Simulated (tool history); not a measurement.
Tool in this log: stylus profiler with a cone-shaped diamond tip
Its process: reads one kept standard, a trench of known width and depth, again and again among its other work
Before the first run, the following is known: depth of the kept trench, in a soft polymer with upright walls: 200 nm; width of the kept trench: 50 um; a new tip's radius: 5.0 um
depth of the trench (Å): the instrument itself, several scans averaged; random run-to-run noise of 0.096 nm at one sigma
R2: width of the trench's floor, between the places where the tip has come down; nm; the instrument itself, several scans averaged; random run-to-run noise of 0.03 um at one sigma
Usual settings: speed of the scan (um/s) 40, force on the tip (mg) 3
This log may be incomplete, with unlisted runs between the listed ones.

run 1 hour=0 | speed_of_the_scan_(um/s)=40 force_on_the_tip_(mg)=3 | depth_of_the_trench_(Å)=2022 R2=47030
run 2 hour=28.9 | speed_of_the_scan_(um/s)=19 force_on_the_tip_(mg)=3 | depth_of_the_trench_(Å)=2019.2 R2=47100
run 3 hour=51.5 | speed_of_the_scan_(um/s)=19 force_on_the_tip_(mg)=3 | depth_of_the_trench_(Å)=2020.9 R2=47080
run 4 hour=90.7 | speed_of_the_scan_(um/s)=19 force_on_the_tip_(mg)=3 | depth_of_the_trench_(Å)=2020.9 R2=47140
run 5 hour=128.1 | speed_of_the_scan_(um/s)=19 force_on_the_tip_(mg)=3 | depth_of_the_trench_(Å)=2020 R2=47120
run 6 hour=157.4 | speed_of_the_scan_(um/s)=19 force_on_the_tip_(mg)=3 | depth_of_the_trench_(Å)=2020 R2=47130
run 7 hour=193.1 | speed_of_the_scan_(um/s)=19 force_on_the_tip_(mg)=3 | depth_of_the_trench_(Å)=2021.1 R2=47090
run 8 hour=238 | speed_of_the_scan_(um/s)=19 force_on_the_tip_(mg)=3 | depth_of_the_trench_(Å)=2019.3 R2=47140
run 9 hour=279 | speed_of_the_scan_(um/s)=19 force_on_the_tip_(mg)=3 | depth_of_the_trench_(Å)=2020.9 R2=47150
run 10 hour=299.2 | speed_of_the_scan_(um/s)=19 force_on_the_tip_(mg)=3 | depth_of_the_trench_(Å)=2019.5 R2=47140
run 11 hour=345.4 | speed_of_the_scan_(um/s)=19 force_on_the_tip_(mg)=3 | depth_of_the_trench_(Å)=2019.7 R2=47100
run 12 hour=372.5 | speed_of_the_scan_(um/s)=11 force_on_the_tip_(mg)=3 | depth_of_the_trench_(Å)=2019 R2=47120
run 13 hour=415.3 | speed_of_the_scan_(um/s)=11 force_on_the_tip_(mg)=3 | depth_of_the_trench_(Å)=2019.2 R2=47180
-- hour=433.5 height scale calibrated on a step standard
run 14 hour=451.8 | speed_of_the_scan_(um/s)=11 force_on_the_tip_(mg)=3 | depth_of_the_trench_(Å)=2019.8 R2=47130
run 15 hour=482.4 | speed_of_the_scan_(um/s)=11 force_on_the_tip_(mg)=3 | depth_of_the_trench_(Å)=2020 R2=47140
run 16 hour=524.7 | speed_of_the_scan_(um/s)=81 force_on_the_tip_(mg)=2.51 | depth_of_the_trench_(Å)=2017.2 R2=46850
run 17 hour=568.2 | speed_of_the_scan_(um/s)=47 force_on_the_tip_(mg)=6.33 | depth_of_the_trench_(Å)=2034 R2=47080
run 18 hour=614.3 | speed_of_the_scan_(um/s)=47 force_on_the_tip_(mg)=6.33 | depth_of_the_trench_(Å)=2033.4 R2=47090
run 19 hour=649.4 | speed_of_the_scan_(um/s)=62 force_on_the_tip_(mg)=5.95 | depth_of_the_trench_(Å)=2032.8 R2=47030
run 20 hour=686.4 | speed_of_the_scan_(um/s)=61 force_on_the_tip_(mg)=5.95 | depth_of_the_trench_(Å)=2031.4 R2=46990
run 21 hour=706.7 | speed_of_the_scan_(um/s)=61 force_on_the_tip_(mg)=5.95 | depth_of_the_trench_(Å)=2031.9 R2=46990
run 22 hour=732.9 | speed_of_the_scan_(um/s)=61 force_on_the_tip_(mg)=5.95 | depth_of_the_trench_(Å)=2032 R2=47000
run 23 hour=756.6 | speed_of_the_scan_(um/s)=11 force_on_the_tip_(mg)=2.11 | depth_of_the_trench_(Å)=2016.8 R2=47080
run 24 hour=793.6 | speed_of_the_scan_(um/s)=159 force_on_the_tip_(mg)=3.29 | depth_of_the_trench_(Å)=2023.9 R2=46600
run 25 hour=840.5 | speed_of_the_scan_(um/s)=58 force_on_the_tip_(mg)=3.29 | depth_of_the_trench_(Å)=2021.5 R2=46960
run 26 hour=862.1 | speed_of_the_scan_(um/s)=27 force_on_the_tip_(mg)=6.57 | depth_of_the_trench_(Å)=2034.3 R2=47130
run 27 hour=903.2 | speed_of_the_scan_(um/s)=25 force_on_the_tip_(mg)=1.58 | depth_of_the_trench_(Å)=2014.5 R2=47060

What if the next run were any one of these 3? Each begins from the tool's condition after run 27:
run A hour=951.2 | speed_of_the_scan_(um/s)=14 force_on_the_tip_(mg)=1.13 | depth_of_the_trench_(Å)=? R2=?
run B hour=951.2 | speed_of_the_scan_(um/s)=63 force_on_the_tip_(mg)=3 | depth_of_the_trench_(Å)=? R2=?
run C hour=951.2 | speed_of_the_scan_(um/s)=25 force_on_the_tip_(mg)=1.06 | depth_of_the_trench_(Å)=? R2=?

run=A depth_of_the_trench_(Å)=2010.3 R2=47120
run=B depth_of_the_trench_(Å)=2021 R2=46920
run=C depth_of_the_trench_(Å)=2010.8 R2=47030
With no hidden state in the tool, these same runs would have given:
run=A depth_of_the_trench_(Å)=2010.3 R2=47130
run=B depth_of_the_trench_(Å)=2021 R2=46930
run=C depth_of_the_trench_(Å)=2010.9 R2=47040
